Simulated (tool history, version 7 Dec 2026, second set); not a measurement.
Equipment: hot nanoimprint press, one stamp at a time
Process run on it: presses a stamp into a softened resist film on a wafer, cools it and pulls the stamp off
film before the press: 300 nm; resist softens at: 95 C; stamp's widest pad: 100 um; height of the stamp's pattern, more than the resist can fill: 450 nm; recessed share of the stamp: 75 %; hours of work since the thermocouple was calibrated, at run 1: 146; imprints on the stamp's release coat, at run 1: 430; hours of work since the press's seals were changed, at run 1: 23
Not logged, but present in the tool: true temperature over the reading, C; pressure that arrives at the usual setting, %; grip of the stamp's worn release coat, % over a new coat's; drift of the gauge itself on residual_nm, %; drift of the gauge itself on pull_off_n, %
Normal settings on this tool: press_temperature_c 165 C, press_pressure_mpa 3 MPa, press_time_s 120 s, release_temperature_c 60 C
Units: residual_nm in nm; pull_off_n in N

| run | day | press_temperature_c | press_pressure_mpa | press_time_s | release_temperature_c | hours of work since the thermocouple was calibrated | imprints on the stamp's release coat | hours of work since the press's seals were changed | residual_nm | pull_off_n |
|---|---|---|---|---|---|---|---|---|---|---|
| 1 | 0 | 165 | 3 | 120 | 60 | 146 | 430 | 23 | 119.4 | 116 |
| 2 | 1.2 | 165 | 3 | 120 | 60 | 167 | 537 | 43 | 119.6 | 119 |
| 3 | 2.308 | 165 | 3 | 155 | 60 | 186 | 637 | 63 | 106.9 | 122 |
| 4 | 3.167 | 165 | 3 | 155 | 60 | 201 | 714 | 77 | 107 | 117 |
| 5 | 4.075 | 165 | 3 | 120 | 47 | 216 | 795 | 93 | 118.5 | 160 |
| 6 | 5.017 | 165 | 3 | 120 | 47 | 232 | 879 | 109 | 118.7 | 164 |
| 7 | 5.796 | 161 | 3 | 120 | 60 | 246 | 949 | 122 | 135.2 | 123 |
| 8 | 7.008 | 165 | 3 | 227 | 60 | 266 | 1057 | 143 | 90.2 | 128 |
| 9 | 7.671 | 165 | 3 | 120 | 60 | 278 | 1116 | 154 | 118.6 | 134 |
| 10 | 8.271 | 165 | 3 | 120 | 60 | 288 | 1170 | 165 | 118.2 | 132 |
| 11 | 9.238 | 165 | 3 | 120 | 60 | 305 | 1257 | 181 | 118.7 | 141 |
| 12 | 9.829 | 165 | 3 | 120 | 60 | 315 | 1310 | 191 | 118.4 | 141 |
| 13 | 10.496 | 165 | 3 | 120 | 60 | 326 | 1369 | 203 | 118.2 | 140 |
| 14 | 11.042 | 165 | 3 | 120 | 52 | 335 | 1418 | 212 | 118.2 | 166 |
|  | 11.483 | stamp cleaned and given a new release coat |
| 15 | 12.325 | 158 | 3 | 120 | 60 | 353 | 76 | 230 | 148.5 | 101 |
| 16 | 13.196 | 165 | 2.01 | 120 | 55 | 368 | 154 | 245 | 139.4 | 110 |
| 17 | 14.35 | 165 | 3.46 | 91 | 60 | 388 | 257 | 264 | 124.9 | 109 |
| 18 | 14.846 | 165 | 3.46 | 91 | 60 | 396 | 301 | 273 | 124.4 | 107 |
|  | 15.054 | plate thermocouple calibrated |
| 19 | 15.488 | 165 | 3.46 | 91 | 60 | 7 | 348 | 282 | 121.5 | 109 |
| 20 | 16.154 | 165 | 3.76 | 71 | 49 | 19 | 407 | 293 | 130.2 | 136 |
| 21 | 17.267 | 165 | 3.76 | 71 | 49 | 38 | 507 | 312 | 130.1 | 143 |
| 22 | 18.254 | 165 | 3.76 | 71 | 49 | 55 | 595 | 329 | 129.7 | 143 |
|  | 19.283 | plate thermocouple calibrated, once more |
| 23 | 19.492 | 165 | 3.76 | 71 | 49 | 4 | 695 | 348 | 136.6 | 152 |
| 24 | 19.996 | 168 | 4.54 | 71 | 49 | 12 | 740 | 357 | 115.2 | 154 |
| 25 | 20.875 | 174 | 4.31 | 120 | 46 | 27 | 819 | 372 | 77.4 | 160 |
| 26 | 21.533 | 174 | 4.31 | 120 | 46 | 39 | 878 | 383 | 77.3 | 164 |
| 27 | 22.596 | 174 | 4.31 | 120 | 46 | 57 | 973 | 401 | 77.2 | 169 |
| 28 | 23.696 | 174 | 4.69 | 120 | 46 | 76 | 1071 | 420 | 74.4 | 172 |

Estimate the outcome of run 29 from the log above:
| 29 | 24.254 | 174 | 4.69 | 120 | 46 | 85 | 1121 | 429 | ? | ? |

residual_nm: 74.3 nm
pull_off_n: 174 N
Take away the tool's hidden state, keep the run-to-run variation as it was, and the same run would have given residual_nm 73.6 nm, pull_off_n 135 N.
